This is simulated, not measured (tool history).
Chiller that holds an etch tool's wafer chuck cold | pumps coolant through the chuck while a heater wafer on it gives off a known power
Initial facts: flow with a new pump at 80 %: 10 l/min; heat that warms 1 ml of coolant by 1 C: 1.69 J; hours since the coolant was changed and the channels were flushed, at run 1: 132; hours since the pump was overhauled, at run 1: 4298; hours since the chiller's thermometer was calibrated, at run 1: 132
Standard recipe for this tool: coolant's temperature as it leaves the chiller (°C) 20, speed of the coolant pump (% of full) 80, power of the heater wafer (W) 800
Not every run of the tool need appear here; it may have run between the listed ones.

run     day  coolant's temperature as it leaves the chiller (°C)  speed of the coolant pump (% of full)  power of the heater wafer (W)  hours since the coolant was changed and the channels were flushed  hours since the pump was overhauled  hours since the chiller's thermometer was calibrated  chuck's temperature once it has settled (°C)  how much warmer the coolant comes back (C)
  1       0                                                   20                                     80                            800                                                                132                                 4298                                                   132                                          27.9                                        2.84
  2   3.042                                                   20                                     80                            800                                                                205                                 4371                                                   205                                            28                                        2.77
  3   7.075                                                   20                                     80                            800                                                                302                                 4468                                                   302                                          28.1                                        2.76
  4   9.092                                                   16                                     80                            800                                                                350                                 4516                                                   350                                          23.9                                        2.76
  5  12.938                                                   16                                     80                            800                                                                442                                 4609                                                   442                                            24                                         2.7
  6  16.083                                                   20                                     80                            800                                                                518                                 4684                                                   518                                          27.8                                        2.72
  7  18.888                                                   20                                     80                            800                                                                585                                 4751                                                   585                                          28.1                                        2.66
  8  22.412                                                   20                                     80                            800                                                                670                                 4836                                                   670                                            28                                        2.71
  9  24.579                                                   20                                     80                            800                                                                722                                 4888                                                   722                                          28.1                                        2.71
 10   28.45                                                   20                                     80                            800                                                                815                                 4981                                                   815                                          27.9                                        2.58
 11  32.617                                                   20                                     82                            800                                                                915                                 5081                                                   915                                          27.8                                        2.51
 12  36.033                                                   20                                     82                            800                                                                997                                 5163                                                   997                                          27.7                                        2.48
 13  38.304                                                   20                                     82                            800                                                               1051                                 5218                                                  1051                                          27.9                                        2.48
 14  40.929                                                   20                                     83                            800                                                               1114                                 5280                                                  1114                                          27.9                                        2.38
     42.975  -- gauge calibrated
 15   44.65                                                   20                                     92                            593                                                               1203                                 5370                                                  1203                                          25.1                                        1.82
 16  47.658                                                   20                                     69                            800                                                               1276                                 5442                                                  1276                                            29                                        3.25
 17   50.85                                                   20                                     62                            648                                                               1352                                 5519                                                  1352                                            28                                        2.89
 18   54.45                                                   20                                     62                            648                                                               1439                                 5605                                                  1439                                          27.7                                        2.81
 19  58.121                                                   18                                     62                            648                                                               1527                                 5693                                                  1527                                          26.1                                         2.9
 20  62.167                                                   18                                     62                            648                                                               1624                                 5790                                                  1624                                          25.8                                         2.8
 21  64.371                                                   18                                     62                            648                                                               1677                                 5843                                                  1677                                            26                                        2.81
 22  67.558                                                   12                                     72                            447                                                               1753                                 5920                                                  1753                                            17                                        1.58
 23  69.721                                                   12                                     72                            447                                                               1805                                 5971                                                  1805                                          16.6                                        1.58
 24  72.808                                                   11                                     80                           1140                                                               1879                                 6046                                                  1879                                          22.3                                        3.76
 25  75.338                                                   11                                     80                           1140                                                               1940                                 6106                                                  1940                                          22.3                                        3.86
     77.754  -- coolant pump overhauled
 26  79.279                                                   20                                     84                           1140                                                               2030                                   37                                                  2030                                            31                                        3.57
 27  82.858                                                   25                                     80                            800                                                               2115                                  122                                                  2115                                            33                                        2.47
 28  84.967                                                   25                                     80                            800                                                               2166                                  173                                                  2166                                          32.7                                        2.49

Branching from run 28: 3 alternative next runs. What would each branch give?
  A  88.279                                                   25                                     91                            800                                                               2246                                  253                                                  2246                                             ?                                           ?
  B  88.279                                                   19                                     75                            800                                                               2246                                  253                                                  2246                                             ?                                           ?
  C  88.279                                                   20                                     83                           1192                                                               2246                                  253                                                  2246                                             ?                                           ?

run  chuck's temperature once it has settled (°C)  how much warmer the coolant comes back (C)
  A                                          32.4                                        2.12
  B                                          27.5                                        2.77
  C                                          31.6                                        3.69
Without the tool's hidden state the same runs would have given:
run  chuck's temperature once it has settled (°C)  how much warmer the coolant comes back (C)
  A                                          32.4                                        2.48
  B                                          27.4                                        3.13
  C                                          31.6                                        4.05
